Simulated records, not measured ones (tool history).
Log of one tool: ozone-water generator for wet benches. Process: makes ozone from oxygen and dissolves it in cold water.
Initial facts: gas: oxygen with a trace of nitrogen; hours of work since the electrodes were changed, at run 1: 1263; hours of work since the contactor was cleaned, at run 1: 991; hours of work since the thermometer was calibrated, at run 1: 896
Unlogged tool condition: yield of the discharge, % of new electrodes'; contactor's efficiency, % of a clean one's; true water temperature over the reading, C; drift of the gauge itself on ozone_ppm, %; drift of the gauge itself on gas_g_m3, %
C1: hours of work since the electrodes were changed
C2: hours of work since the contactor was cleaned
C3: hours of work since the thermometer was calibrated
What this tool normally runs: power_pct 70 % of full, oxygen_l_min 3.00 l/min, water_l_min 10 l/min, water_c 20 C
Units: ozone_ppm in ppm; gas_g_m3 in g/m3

{"run": 1, "hour": 0.0, "power_pct": 70, "oxygen_l_min": 3.0, "water_l_min": 10, "water_c": 20, "C1": 1263, "C2": 991, "C3": 896, "ozone_ppm": 18.4, "gas_g_m3": 148.3}
{"run": 2, "hour": 32.5, "power_pct": 70, "oxygen_l_min": 3.0, "water_l_min": 10, "water_c": 20, "C1": 1283, "C2": 1011, "C3": 916, "ozone_ppm": 18.7, "gas_g_m3": 148.0}
{"run": 3, "hour": 84.1, "power_pct": 70, "oxygen_l_min": 3.0, "water_l_min": 10, "water_c": 20, "C1": 1314, "C2": 1042, "C3": 947, "ozone_ppm": 18.4, "gas_g_m3": 149.1}
{"run": 4, "hour": 128.4, "power_pct": 70, "oxygen_l_min": 3.0, "water_l_min": 10, "water_c": 20, "C1": 1341, "C2": 1068, "C3": 973, "ozone_ppm": 18.5, "gas_g_m3": 148.4}
{"run": 5, "hour": 163.7, "power_pct": 70, "oxygen_l_min": 3.0, "water_l_min": 10, "water_c": 20, "C1": 1362, "C2": 1090, "C3": 995, "ozone_ppm": 18.6, "gas_g_m3": 149.9}
{"run": 6, "hour": 210.9, "power_pct": 70, "oxygen_l_min": 3.0, "water_l_min": 10, "water_c": 20, "C1": 1390, "C2": 1118, "C3": 1023, "ozone_ppm": 18.3, "gas_g_m3": 148.4}
{"run": 7, "hour": 239.1, "power_pct": 70, "oxygen_l_min": 3.0, "water_l_min": 10, "water_c": 20, "C1": 1407, "C2": 1135, "C3": 1040, "ozone_ppm": 18.1, "gas_g_m3": 147.9}
{"run": 8, "hour": 292.1, "power_pct": 70, "oxygen_l_min": 3.0, "water_l_min": 10, "water_c": 20, "C1": 1439, "C2": 1167, "C3": 1072, "ozone_ppm": 18.2, "gas_g_m3": 147.0}
{"run": 9, "hour": 335.7, "power_pct": 70, "oxygen_l_min": 3.0, "water_l_min": 10, "water_c": 20, "C1": 1465, "C2": 1193, "C3": 1098, "ozone_ppm": 18.1, "gas_g_m3": 148.0}
{"run": 10, "hour": 386.3, "power_pct": 70, "oxygen_l_min": 3.0, "water_l_min": 10, "water_c": 20, "C1": 1496, "C2": 1223, "C3": 1128, "ozone_ppm": 18.0, "gas_g_m3": 145.7}
{"run": 11, "hour": 423.5, "power_pct": 70, "oxygen_l_min": 3.0, "water_l_min": 10, "water_c": 15, "C1": 1518, "C2": 1246, "C3": 1151, "ozone_ppm": 19.7, "gas_g_m3": 147.8}
{"run": 12, "hour": 472.7, "power_pct": 70, "oxygen_l_min": 3.0, "water_l_min": 10, "water_c": 15, "C1": 1547, "C2": 1275, "C3": 1180, "ozone_ppm": 19.8, "gas_g_m3": 145.3}
{"run": 13, "hour": 507.2, "power_pct": 70, "oxygen_l_min": 3.0, "water_l_min": 10, "water_c": 15, "C1": 1568, "C2": 1296, "C3": 1201, "ozone_ppm": 19.6, "gas_g_m3": 147.9}
{"run": 14, "hour": 531.2, "power_pct": 70, "oxygen_l_min": 3.0, "water_l_min": 10, "water_c": 15, "C1": 1583, "C2": 1310, "C3": 1215, "ozone_ppm": 19.8, "gas_g_m3": 146.9}
{"run": 15, "hour": 562.1, "power_pct": 70, "oxygen_l_min": 3.0, "water_l_min": 10, "water_c": 20, "C1": 1601, "C2": 1329, "C3": 1234, "ozone_ppm": 17.9, "gas_g_m3": 145.8}
{"run": 16, "hour": 591.7, "power_pct": 70, "oxygen_l_min": 3.0, "water_l_min": 10, "water_c": 20, "C1": 1619, "C2": 1347, "C3": 1252, "ozone_ppm": 17.8, "gas_g_m3": 148.3}
{"run": 17, "hour": 634.5, "power_pct": 70, "oxygen_l_min": 1.87, "water_l_min": 10, "water_c": 20, "C1": 1645, "C2": 1373, "C3": 1278, "ozone_ppm": 16.8, "gas_g_m3": 178.4}
{"run": 18, "hour": 662.8, "power_pct": 70, "oxygen_l_min": 1.87, "water_l_min": 11, "water_c": 20, "C1": 1662, "C2": 1390, "C3": 1295, "ozone_ppm": 16.0, "gas_g_m3": 179.7}
{"run": 19, "hour": 713.5, "power_pct": 67, "oxygen_l_min": 1.53, "water_l_min": 10, "water_c": 20, "C1": 1692, "C2": 1420, "C3": 1325, "ozone_ppm": 15.8, "gas_g_m3": 190.1}
{"run": 20, "hour": 769.2, "power_pct": 67, "oxygen_l_min": 1.53, "water_l_min": 11, "water_c": 20, "C1": 1726, "C2": 1454, "C3": 1359, "ozone_ppm": 14.6, "gas_g_m3": 189.8}
{"run": 21, "hour": 817.8, "power_pct": 67, "oxygen_l_min": 1.53, "water_l_min": 10, "water_c": 20, "C1": 1755, "C2": 1483, "C3": 1388, "ozone_ppm": 15.9, "gas_g_m3": 188.2}
{"run": 22, "hour": 849.8, "power_pct": 70, "oxygen_l_min": 3.0, "water_l_min": 6, "water_c": 20, "C1": 1774, "C2": 1502, "C3": 1407, "ozone_ppm": 23.5, "gas_g_m3": 144.2}
{"hour": 857.5, "done": "contactor cleaned"}
{"run": 23, "hour": 909.2, "power_pct": 45, "oxygen_l_min": 1.77, "water_l_min": 10, "water_c": 20, "C1": 1807, "C2": 31, "C3": 1440, "ozone_ppm": 11.7, "gas_g_m3": 129.1}
{"hour": 939.3, "done": "contactor cleaned, once more"}
{"run": 24, "hour": 955.0, "power_pct": 45, "oxygen_l_min": 1.77, "water_l_min": 15, "water_c": 23, "C1": 1833, "C2": 9, "C3": 1465, "ozone_ppm": 8.4, "gas_g_m3": 130.2}
{"run": 25, "hour": 997.7, "power_pct": 45, "oxygen_l_min": 1.77, "water_l_min": 15, "water_c": 23, "C1": 1858, "C2": 35, "C3": 1491, "ozone_ppm": 8.3, "gas_g_m3": 129.3}
{"run": 26, "hour": 1041.6, "power_pct": 66, "oxygen_l_min": 1.77, "water_l_min": 15, "water_c": 19, "C1": 1885, "C2": 62, "C3": 1517, "ozone_ppm": 11.7, "gas_g_m3": 172.6}
{"run": 27, "hour": 1082.7, "power_pct": 66, "oxygen_l_min": 1.77, "water_l_min": 15, "water_c": 19, "C1": 1909, "C2": 86, "C3": 1542, "ozone_ppm": 11.9, "gas_g_m3": 173.4}
{"run": 28, "hour": 1135.7, "power_pct": 62, "oxygen_l_min": 3.0, "water_l_min": 10, "water_c": 13, "C1": 1941, "C2": 118, "C3": 1574, "ozone_ppm": 18.2, "gas_g_m3": 131.8}
{"run": 29, "hour": 1187.0, "power_pct": 78, "oxygen_l_min": 2.18, "water_l_min": 10, "water_c": 19, "C1": 1972, "C2": 149, "C3": 1605, "ozone_ppm": 19.0, "gas_g_m3": 179.8}
{"run": 30, "hour": 1236.4, "power_pct": 70, "oxygen_l_min": 2.88, "water_l_min": 10, "water_c": 20, "C1": 2002, "C2": 179, "C3": 1635, "ozone_ppm": 17.8, "gas_g_m3": 145.1}
{"run": 31, "hour": 1269.6, "power_pct": 76, "oxygen_l_min": 3.3, "water_l_min": 6, "water_c": 15, "C1": 2022, "C2": 199, "C3": 1655, "ozone_ppm": 27.3, "gas_g_m3": 146.3}
{"run": 32, "hour": 1319.0, "power_pct": 69, "oxygen_l_min": 3.3, "water_l_min": 6, "water_c": 15, "C1": 2051, "C2": 228, "C3": 1684, "ozone_ppm": 25.4, "gas_g_m3": 135.5}
{"run": 33, "hour": 1373.7, "power_pct": 53, "oxygen_l_min": 3.0, "water_l_min": 12, "water_c": 20, "C1": 2084, "C2": 261, "C3": 1717, "ozone_ppm": 12.8, "gas_g_m3": 115.6}

How would selected steps in ozone_ppm from run to run divide? Give the signed amount a tool lacking its hidden state would still show from settings, what came in and random variation, and the signed amount left for the hidden state, including any gauge scatter that is not in both of the compared results.
Run 22 -> 23: power_pct 70 -> 45, oxygen_l_min 3.00 -> 1.77, water_l_min 6 -> 10, contactor cleaned. ozone_ppm -11.8 ppm: hidden state +1.7, all else -13.5.
Run 30 -> 31: power_pct 70 -> 76, oxygen_l_min 2.88 -> 3.30, water_l_min 10 -> 6, water_c 20 -> 15. ozone_ppm +9.5 ppm: hidden state -1.3, all else +10.8.
Run 32 -> 33: power_pct 69 -> 53, oxygen_l_min 3.30 -> 3.00, water_l_min 6 -> 12, water_c 15 -> 20. ozone_ppm -12.6 ppm: hidden state +1.9, all else -14.5.
